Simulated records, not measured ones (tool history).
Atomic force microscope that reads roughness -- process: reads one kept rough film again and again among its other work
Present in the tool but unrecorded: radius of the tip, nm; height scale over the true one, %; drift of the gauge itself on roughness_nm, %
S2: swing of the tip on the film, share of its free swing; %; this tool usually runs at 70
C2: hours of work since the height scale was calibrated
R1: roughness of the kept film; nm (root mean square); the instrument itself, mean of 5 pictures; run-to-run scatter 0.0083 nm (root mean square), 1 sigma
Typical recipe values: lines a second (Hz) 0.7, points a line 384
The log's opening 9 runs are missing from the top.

{"run": 10, "day": 2.829, "lines a second (Hz)": 0.7, "S2": 70, "points a line": 384, "pictures with this tip": 98, "C2": 320, "R1": 1.605}
{"run": 11, "day": 3.121, "lines a second (Hz)": 0.7, "S2": 55, "points a line": 384, "pictures with this tip": 110, "C2": 325, "R1": 1.64}
{"run": 12, "day": 3.396, "lines a second (Hz)": 2.63, "S2": 70, "points a line": 384, "pictures with this tip": 122, "C2": 330, "R1": 1.393}
{"run": 13, "day": 3.758, "lines a second (Hz)": 2.63, "S2": 70, "points a line": 384, "pictures with this tip": 138, "C2": 336, "R1": 1.372}
{"run": 14, "day": 4.088, "lines a second (Hz)": 2.63, "S2": 70, "points a line": 384, "pictures with this tip": 152, "C2": 341, "R1": 1.359}
{"run": 15, "day": 4.308, "lines a second (Hz)": 3.577, "S2": 70, "points a line": 384, "pictures with this tip": 162, "C2": 345, "R1": 1.272}
{"run": 16, "day": 4.512, "lines a second (Hz)": 0.728, "S2": 70, "points a line": 384, "pictures with this tip": 170, "C2": 348, "R1": 1.479}
{"run": 17, "day": 4.804, "lines a second (Hz)": 0.728, "S2": 70, "points a line": 384, "pictures with this tip": 183, "C2": 353, "R1": 1.457}
{"run": 18, "day": 5.138, "lines a second (Hz)": 0.7, "S2": 55, "points a line": 384, "pictures with this tip": 197, "C2": 358, "R1": 1.484}
{"run": 19, "day": 5.383, "lines a second (Hz)": 0.7, "S2": 55, "points a line": 384, "pictures with this tip": 208, "C2": 362, "R1": 1.462}
{"run": 20, "day": 5.7, "lines a second (Hz)": 0.7, "S2": 70, "points a line": 782, "pictures with this tip": 222, "C2": 368, "R1": 1.425}
{"run": 21, "day": 5.988, "lines a second (Hz)": 0.7, "S2": 70, "points a line": 782, "pictures with this tip": 234, "C2": 372, "R1": 1.409}
{"run": 22, "day": 6.371, "lines a second (Hz)": 0.7, "S2": 70, "points a line": 384, "pictures with this tip": 250, "C2": 379, "R1": 1.366}
{"day": 6.638, "done": "new tip fitted"}
{"run": 23, "day": 6.654, "lines a second (Hz)": 1.594, "S2": 60, "points a line": 321, "pictures with this tip": 1, "C2": 383, "R1": 1.735}
{"run": 24, "day": 7.008, "lines a second (Hz)": 0.656, "S2": 68, "points a line": 706, "pictures with this tip": 16, "C2": 389, "R1": 1.777}

Expected results for the next run?
{"run": 25, "day": 7.238, "lines a second (Hz)": 0.656, "S2": 68, "points a line": 706, "pictures with this tip": 26, "C2": 392, "R1": "?"}

Run 25 yielded R1 1.749 nm (root mean square).
The same run, on a tool lacking any hidden state, would have yielded R1 1.848 nm (root mean square).

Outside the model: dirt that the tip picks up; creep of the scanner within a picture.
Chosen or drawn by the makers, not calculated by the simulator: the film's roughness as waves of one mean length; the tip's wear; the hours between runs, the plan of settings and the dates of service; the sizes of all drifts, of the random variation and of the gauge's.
